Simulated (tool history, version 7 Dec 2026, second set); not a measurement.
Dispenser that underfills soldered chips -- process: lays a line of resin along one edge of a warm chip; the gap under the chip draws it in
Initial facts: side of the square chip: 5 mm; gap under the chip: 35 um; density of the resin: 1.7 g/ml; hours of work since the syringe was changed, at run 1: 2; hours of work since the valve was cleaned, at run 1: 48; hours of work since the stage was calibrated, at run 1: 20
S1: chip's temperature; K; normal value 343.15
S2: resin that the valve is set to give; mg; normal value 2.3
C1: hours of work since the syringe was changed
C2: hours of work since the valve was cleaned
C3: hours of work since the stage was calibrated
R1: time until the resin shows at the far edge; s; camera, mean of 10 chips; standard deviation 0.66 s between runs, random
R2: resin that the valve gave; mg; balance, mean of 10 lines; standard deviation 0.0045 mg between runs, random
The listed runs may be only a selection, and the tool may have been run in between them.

run,day,S1,S2,C1,C2,C3,R1,R2
1,0,343.15,2.3,2,48,20,67.8,2.251
2,0.279,350.15,2.3,7,53,25,74.3,2.243
# day 0.346: new syringe of resin
3,0.638,339.15,2.3,5,59,31,116,2.231
# day 0.796: new syringe of resin
4,0.846,339.15,2.3,1,63,35,79.9,2.228
5,1.079,343.15,2.91,5,67,39,92.3,2.806
# day 1.25: new syringe of resin
6,1.254,343.15,2.3,0,70,42,60.4,2.233
7,1.475,343.15,2.3,4,74,46,85.1,2.222
# day 1.696: new syringe of resin
8,1.767,343.15,2.3,1,79,51,66.6,2.213
9,1.95,343.15,2.3,5,82,54,89.8,2.206
# day 2.154: dispensing valve cleaned and set on the balance
# day 2.188: new syringe of resin
10,2.279,343.15,2.3,2,2,59,69,2.295
11,2.467,343.15,2.3,5,5,62,91.5,2.29
# day 2.633: new syringe of resin
12,2.704,343.15,2.62,1,9,66,65.5,2.613
13,2.942,343.15,2.81,5,14,71,93.1,2.795
# day 3.079: new syringe of resin
14,3.25,343.15,2.81,3,19,76,72.4,2.788
# day 3.529: new syringe of resin
15,3.6,343.15,2.81,1,25,82,64.2,2.772
16,3.942,343.15,2.3,7,31,88,110.7,2.265
# day 3.971: new syringe of resin
17,4.188,343.15,2.3,4,35,92,83,2.262
18,4.362,343.15,2.3,7,39,95,110.2,2.262
# day 4.429: new syringe of resin
19,4.692,333.15,2.07,5,44,101,153.2,2.028
# day 4.879: new syringe of resin
20,4.958,333.15,2.3,1,49,106,116.3,2.242
21,5.196,341.15,2.47,6,53,110,109.7,2.405
# day 5.329: new syringe of resin
22,5.521,341.15,2.47,3,59,116,87,2.392
# day 5.767: new syringe of resin
23,5.817,329.15,2.3,1,64,121,133.7,2.228
24,6.05,340.15,2.65,5,68,125,106.9,2.558
# day 6.204: new syringe of resin
25,6.362,341.15,2.3,3,73,130,84.1,2.221
26,6.571,343.15,2.18,7,77,134,105.3,2.104
# day 6.654: new syringe of resin
27,6.808,343.15,2.83,3,81,138,75.5,2.722
# day 7.071: dispensing valve cleaned and set on the balance
28,7.092,332.15,2.32,7,0,142,198,2.314
# day 7.154: new syringe of resin
29,7.342,340.15,2.74,3,5,147,91.9,2.727
30,7.525,352.15,2.42,7,8,150,66.8,2.401
# day 7.608: new syringe of resin
31,7.796,344.15,2.72,3,13,155,73.6,2.702
# day 8.054: new syringe of resin
32,8.104,344.15,2.72,1,18,160,61.1,2.698
33,8.392,344.15,2.72,6,23,165,95.5,2.685

Measured minus without-hidden-state, run by run (identical run-to-run variation in each term; gauge scatter may differ):
Unlogged tool condition in this case: resin's viscosity, % of fresh resin's; dose that the valve gives, % of what is set; true chip temperature over the reading, C; drift of the gauge itself on fill_s, %; drift of the gauge itself on given_mg, %.
run,R1,R2
1,+9.4,-0.051
2,+33,-0.057
3,+44.3,-0.063
4,+7.8,-0.067
5,+34,-0.091
6,+1.2,-0.075
7,+26,-0.08
8,+8.5,-0.086
9,+30.9,-0.089
10,+9.9,-0.003
11,+33.2,-0.006
12,+6.8,-0.012
13,+35.5,-0.019
14,+15.9,-0.026
15,+6.7,-0.034
16,+52.8,-0.034
17,+25.6,-0.038
18,+52.3,-0.042
19,+53.4,-0.043
20,+17.4,-0.052
21,+45,-0.061
22,+23.8,-0.068
23,+12,-0.068
24,+39.1,-0.084
25,+19.6,-0.078
26,+46.6,-0.078
27,+17.4,-0.108
28,+93.2,-0.004
29,+24.3,-0.011
30,+29.8,-0.014
31,+19.1,-0.022
32,+6.3,-0.028
33,+40.9,-0.036

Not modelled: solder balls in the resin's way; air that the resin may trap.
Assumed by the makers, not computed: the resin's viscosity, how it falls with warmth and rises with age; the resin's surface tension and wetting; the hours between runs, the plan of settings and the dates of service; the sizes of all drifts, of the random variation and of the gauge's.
